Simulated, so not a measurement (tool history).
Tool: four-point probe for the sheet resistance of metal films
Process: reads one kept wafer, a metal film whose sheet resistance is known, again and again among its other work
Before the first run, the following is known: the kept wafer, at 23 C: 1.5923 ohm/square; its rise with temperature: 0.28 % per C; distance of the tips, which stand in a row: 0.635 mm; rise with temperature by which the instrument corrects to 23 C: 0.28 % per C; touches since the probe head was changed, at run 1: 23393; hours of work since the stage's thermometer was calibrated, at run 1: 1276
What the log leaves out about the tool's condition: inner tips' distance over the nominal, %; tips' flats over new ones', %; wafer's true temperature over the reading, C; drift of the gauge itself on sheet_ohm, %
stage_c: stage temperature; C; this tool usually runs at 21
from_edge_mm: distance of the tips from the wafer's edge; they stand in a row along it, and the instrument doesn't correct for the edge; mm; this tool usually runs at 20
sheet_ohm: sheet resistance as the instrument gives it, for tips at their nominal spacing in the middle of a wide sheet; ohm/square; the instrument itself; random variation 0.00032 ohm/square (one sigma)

run	hour	stage_c	from_edge_mm	touches since the probe head was changed	hours of work since the stage's thermometer was calibrated	sheet_ohm
1	0	21	20	23393	1276	1.584695
2	21.5	21	20	24295	1286	1.584004
3	52.6	21	4	25597	1301	1.604833
4	75	27	20	26534	1311	1.584033
5	91.5	27	20	27223	1319	1.583687
6	107.2	27	20	27883	1326	1.583583
7	141.6	27	20	29321	1343	1.583683
8	169.1	27	20	30475	1356	1.583976
9	204.8	21	20	31968	1373	1.583929
10	241.5	21	20	33506	1390	1.583839
11	273.3	21	20	34838	1405	1.584112
12	294	21	16	35701	1415	1.583967
13	324.9	21	16	36997	1429	1.583996
14	346.3	21	16	37891	1440	1.584383
# hour 349.5: stage's thermometer calibrated
15	374	21	16	39030	12	1.583884
16	399.9	21	16	40117	24	1.58441
17	424.3	34	10	41139	35	1.585833
18	439.4	21	42	41770	43	1.582739
19	456.4	21	42	42483	51	1.583101
20	479.5	26	5	43450	62	1.596273
21	499.7	23	19	44296	71	1.583567
# hour 522: stage's thermometer calibrated, once more
22	525.7	23	37	45363	2	1.580589
23	559.2	24	4	46765	18	1.600435
24	591.9	24	4	48134	33	1.600488
25	626.9	23	7	49599	50	1.586097
26	657	23	7	50858	64	1.586746

Pick out some run-to-run changes in sheet_ohm. Of each, how much would a tool without hidden state show as well, from the settings, what came in and chance, and how much is left for the hidden state and any gauge scatter not in both results compared?
Run 2 -> 3: from_edge_mm 20 -> 4. sheet_ohm +0.020829 ohm/square: hidden state -0.000226, all else +0.021055.
Run 3 -> 4: stage_c 21 -> 27, from_edge_mm 4 -> 20. sheet_ohm -0.0208 ohm/square: hidden state -0.000002, all else -0.020798.
Run 14 -> 15: stage's thermometer calibrated. sheet_ohm -0.000499 ohm/square: hidden state +0.000773, all else -0.001272.
Run 21 -> 22: from_edge_mm 19 -> 37, stage's thermometer calibrated, once more. sheet_ohm -0.002978 ohm/square: hidden state -0.002843, all else -0.000135.

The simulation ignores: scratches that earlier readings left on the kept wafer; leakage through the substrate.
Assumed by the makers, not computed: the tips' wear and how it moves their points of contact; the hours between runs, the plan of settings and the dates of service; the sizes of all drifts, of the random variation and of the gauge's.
